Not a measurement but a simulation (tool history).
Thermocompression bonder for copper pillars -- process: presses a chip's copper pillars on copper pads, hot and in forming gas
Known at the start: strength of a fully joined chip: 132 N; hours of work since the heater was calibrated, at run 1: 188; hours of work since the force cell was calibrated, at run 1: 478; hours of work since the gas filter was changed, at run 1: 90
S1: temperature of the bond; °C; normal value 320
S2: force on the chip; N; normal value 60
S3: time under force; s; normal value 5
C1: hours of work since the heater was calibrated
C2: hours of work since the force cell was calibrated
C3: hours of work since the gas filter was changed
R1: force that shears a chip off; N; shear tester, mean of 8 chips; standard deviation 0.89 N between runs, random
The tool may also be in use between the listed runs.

run 1 day=0 | S1=320 S2=60 S3=5 | C1=188 C2=478 C3=90 | R1=73.6
run 2 day=0.338 | S1=320 S2=60 S3=5 | C1=194 C2=483 C3=95 | R1=73.7
run 3 day=0.642 | S1=303 S2=60 S3=5 | C1=199 C2=489 C3=101 | R1=59.1
run 4 day=1.058 | S1=303 S2=60 S3=5 | C1=206 C2=496 C3=108 | R1=60
run 5 day=1.425 | S1=303 S2=60 S3=5 | C1=212 C2=502 C3=114 | R1=59.4
run 6 day=1.883 | S1=303 S2=60 S3=5 | C1=220 C2=510 C3=122 | R1=59.7
run 7 day=2.175 | S1=320 S2=60 S3=5 | C1=225 C2=515 C3=127 | R1=73.2
run 8 day=2.504 | S1=320 S2=60 S3=5 | C1=231 C2=520 C3=132 | R1=73.8
-- day=2.721 forming gas filter changed
run 9 day=2.804 | S1=320 S2=60 S3=5 | C1=236 C2=525 C3=1 | R1=74.6
run 10 day=3.242 | S1=320 S2=60 S3=5 | C1=243 C2=533 C3=9 | R1=74.9
run 11 day=3.458 | S1=320 S2=60 S3=5 | C1=247 C2=536 C3=13 | R1=74.1
run 12 day=3.938 | S1=320 S2=60 S3=5 | C1=255 C2=544 C3=21 | R1=73.9
run 13 day=4.362 | S1=320 S2=60 S3=5 | C1=262 C2=552 C3=28 | R1=72.6
run 14 day=4.754 | S1=320 S2=60 S3=5 | C1=269 C2=558 C3=35 | R1=75.6
run 15 day=5.004 | S1=320 S2=60 S3=5 | C1=273 C2=563 C3=39 | R1=72.3
run 16 day=5.246 | S1=306 S2=60 S3=5 | C1=277 C2=567 C3=43 | R1=63.3
run 17 day=5.496 | S1=320 S2=42 S3=5 | C1=282 C2=571 C3=47 | R1=53.5
run 18 day=5.821 | S1=320 S2=60 S3=5 | C1=287 C2=577 C3=53 | R1=74.1
run 19 day=6.229 | S1=320 S2=60 S3=5 | C1=294 C2=584 C3=60 | R1=72.6
run 20 day=6.517 | S1=320 S2=60 S3=8 | C1=299 C2=588 C3=65 | R1=84.2
run 21 day=7.012 | S1=327 S2=83 S3=10 | C1=307 C2=597 C3=73 | R1=111.9
run 22 day=7.308 | S1=320 S2=69 S3=4 | C1=312 C2=602 C3=78 | R1=75.7
run 23 day=7.775 | S1=320 S2=69 S3=4 | C1=320 C2=610 C3=86 | R1=76.1
run 24 day=8.075 | S1=322 S2=71 S3=4 | C1=325 C2=615 C3=91 | R1=77.6
run 25 day=8.525 | S1=347 S2=71 S3=5 | C1=333 C2=623 C3=99 | R1=104.3
run 26 day=8.867 | S1=305 S2=40 S3=8 | C1=339 C2=628 C3=105 | R1=50.4
run 27 day=9.188 | S1=335 S2=87 S3=7 | C1=344 C2=634 C3=110 | R1=114.3
run 28 day=9.396 | S1=340 S2=42 S3=4 | C1=348 C2=638 C3=114 | R1=64.7
run 29 day=9.75 | S1=340 S2=42 S3=4 | C1=354 C2=644 C3=120 | R1=63.4
run 30 day=10.217 | S1=318 S2=45 S3=4 | C1=362 C2=652 C3=128 | R1=51.7
run 31 day=10.625 | S1=299 S2=45 S3=4 | C1=369 C2=658 C3=135 | R1=38.5
-- day=10.683 forming gas filter changed
run 32 day=11.071 | S1=299 S2=45 S3=4 | C1=376 C2=666 C3=7 | R1=38.7
run 33 day=11.308 | S1=299 S2=53 S3=4 | C1=380 C2=670 C3=11 | R1=45.4
run 34 day=11.7 | S1=299 S2=53 S3=4 | C1=387 C2=676 C3=17 | R1=45.6
run 35 day=11.933 | S1=299 S2=53 S3=4 | C1=391 C2=680 C3=21 | R1=45.1
run 36 day=12.325 | S1=299 S2=53 S3=4 | C1=398 C2=687 C3=28 | R1=45.6
run 37 day=12.833 | S1=299 S2=53 S3=4 | C1=406 C2=696 C3=37 | R1=45.4
run 38 day=13.242 | S1=334 S2=39 S3=3 | C1=413 C2=703 C3=44 | R1=48.4
run 39 day=13.479 | S1=334 S2=39 S3=3 | C1=417 C2=707 C3=48 | R1=48.6
run 40 day=13.967 | S1=309 S2=48 S3=12 | C1=426 C2=715 C3=56 | R1=70.9

Describe how what the log doesn't record of the tool's condition differs between the last listed run preceding each entry between runs and the first listed run following it.
Between runs 8 and 9: forming gas filter changed (day 2.721)
  oxide that the forming gas leaves, % of the face: 1.08 -> 0.52
Between runs 31 and 32: forming gas filter changed (day 10.683)
  oxide that the forming gas leaves, % of the face: 1.1 -> 0.54
